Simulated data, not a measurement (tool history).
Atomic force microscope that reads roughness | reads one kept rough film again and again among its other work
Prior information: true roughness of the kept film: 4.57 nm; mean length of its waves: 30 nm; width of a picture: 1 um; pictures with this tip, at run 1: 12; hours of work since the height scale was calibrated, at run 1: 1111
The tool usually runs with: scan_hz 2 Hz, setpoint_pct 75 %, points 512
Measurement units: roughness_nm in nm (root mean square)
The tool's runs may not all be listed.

run	hour	scan_hz	setpoint_pct	points	pictures with this tip	hours of work since the height scale was calibrated	roughness_nm
1	0	2	75	512	12	1111	3.796
2	46	2	75	512	112	1143	3.794
3	86.4	2	75	512	201	1170	3.797
4	108.1	2	84	512	248	1185	3.595
5	136.3	2	75	512	310	1205	3.783
# hour 156.6: new tip fitted
6	174.1	2	75	512	38	1230	3.797
7	213	2	75	512	123	1257	3.778
8	257.5	2	75	512	220	1287	3.785
9	294	1.64	75	512	300	1312	3.853
# hour 319: new tip fitted
10	339.6	1.64	75	512	45	1343	3.86
11	379.9	1.64	75	512	133	1370	3.852
12	403.3	1.64	75	512	184	1386	3.847
13	444.5	1.64	75	512	274	1414	3.854
14	475.6	2	75	557	342	1436	3.803
# hour 480.5: new tip fitted
15	495.4	1.4	75	512	32	1449	3.926
16	529.4	2	75	512	106	1472	3.798
17	571.6	3.86	69	299	199	1501	3.639
18	593.9	2	70	280	247	1516	3.833
19	615.3	3.09	61	280	294	1531	3.859
# hour 641.9: new tip fitted
20	643	3.09	61	280	2	1549	3.88
# hour 663.1: height scale calibrated on a step standard
21	663.1	3.09	61	280	44	0	3.853
22	705.8	3.09	61	280	137	29	3.862
23	752.7	1.38	89	806	240	61	3.662
24	781.7	1.38	89	806	303	81	3.664
# hour 806.7: new tip fitted
25	811.9	1.38	72	332	12	101	3.912
26	848.5	2.27	87	590	92	126	3.489
27	878.3	2.27	87	590	157	147	3.483
28	911.2	1.73	87	590	229	169	3.619
29	936.3	1.73	87	590	283	186	3.594
# hour 969.1: new tip fitted
30	972.7	2.2	57	512	8	211	4.012
31	1018.8	3.04	75	512	108	242	3.634

Describe how what the log doesn't record of the tool's condition differs between the last listed run preceding each entry between runs and the first listed run following it.
From run 5 to run 6: new tip fitted (hour 156.6)
  radius of the tip, nm: 5.2 -> 5
From run 9 to run 10: new tip fitted (hour 319)
  radius of the tip, nm: 5.2 -> 5; height scale over the true one, %: -0.02 -> -0.03
From run 14 to run 15: new tip fitted (hour 480.5)
  radius of the tip, nm: 5.2 -> 5
From run 19 to run 20: new tip fitted (hour 641.9)
  radius of the tip, nm: 5.1 -> 5
From run 20 to run 21: height scale calibrated on a step standard (hour 663.1)
  height scale over the true one, %: -0.03 -> 0
From run 24 to run 25: new tip fitted (hour 806.7)
  radius of the tip, nm: 5.1 -> 5
From run 29 to run 30: new tip fitted (hour 969.1)
  radius of the tip, nm: 5.1 -> 5
